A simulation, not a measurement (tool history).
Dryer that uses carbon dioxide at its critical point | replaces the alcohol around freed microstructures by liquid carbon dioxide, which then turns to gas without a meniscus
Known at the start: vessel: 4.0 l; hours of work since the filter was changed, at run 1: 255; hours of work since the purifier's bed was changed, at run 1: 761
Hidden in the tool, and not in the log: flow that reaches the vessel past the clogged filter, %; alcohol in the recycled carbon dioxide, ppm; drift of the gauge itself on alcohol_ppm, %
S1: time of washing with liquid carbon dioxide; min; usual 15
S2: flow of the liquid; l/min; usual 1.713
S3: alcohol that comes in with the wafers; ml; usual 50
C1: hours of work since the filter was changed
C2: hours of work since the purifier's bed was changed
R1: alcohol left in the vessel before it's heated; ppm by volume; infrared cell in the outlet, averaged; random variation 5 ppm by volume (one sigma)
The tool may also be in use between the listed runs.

run     day  S1     S2   S3   C1    C2    R1
  1       0  15  1.713   50  255   761   119
  2   1.283  15  1.713   50  268   775   118
  3   2.408  15  1.713   50  280   786   124
  4   4.312  15  1.713   50  300   806   123
       5.65  -- inlet filter changed
  5   6.129  15  1.713   50    5   824    91
  6   7.092  15  1.713   50   15   834    95
  7   8.388  15  1.713   50   28   848   105
  8  10.317  15  1.713   50   48   868    95
  9    12.2  15  1.713   75   68   887   121
 10  13.625  15  1.713   50   83   902   107
 11  14.958  15  1.713   50   96   916   115
 12  15.954  15  1.713   50  107   926   111
 13  17.204  10  1.713   50  120   939   341
 14  18.071  10  1.713   50  129   948   346
 15  19.812  15  1.713   59  147   966   126
 16  20.758  15  1.713   59  156   976   116
 17  22.554  15   1.84   50  175   994   103
 18  23.442  16   1.25   73  184  1004   315
 19  24.858  16   1.78   52  199  1018   105
 20  26.838  14   1.78   34  219  1039   118
 21  27.783  17   2.55   72  229  1049    82
 22  29.608  15  1.713   55  248  1067   156
 23  30.688  21   2.76   55  259  1079    79
 24  32.008  15    1.5   71  273  1092   233
 25  33.362  15    1.5   32  287  1106   161
 26  34.921   9  1.713  103  303  1122  1088
     35.675  -- purifier's bed changed
     36.088  -- inlet filter changed
 27  36.838  19   1.68   32    8    12    17

3 ways to go on from here, each from the tool as it stands after run 27. What would each give?
  A  38.396  10  1.54  105  24  28   ?
  B  38.396  19  1.68   28  24  28   ?
  C  38.396  19   2.8   32  24  28   ?

run   R1
  A  756
  B   11
  C   10
Without the tool's hidden state the same runs would have given:
run   R1
  A  731
  B    7
  C    6

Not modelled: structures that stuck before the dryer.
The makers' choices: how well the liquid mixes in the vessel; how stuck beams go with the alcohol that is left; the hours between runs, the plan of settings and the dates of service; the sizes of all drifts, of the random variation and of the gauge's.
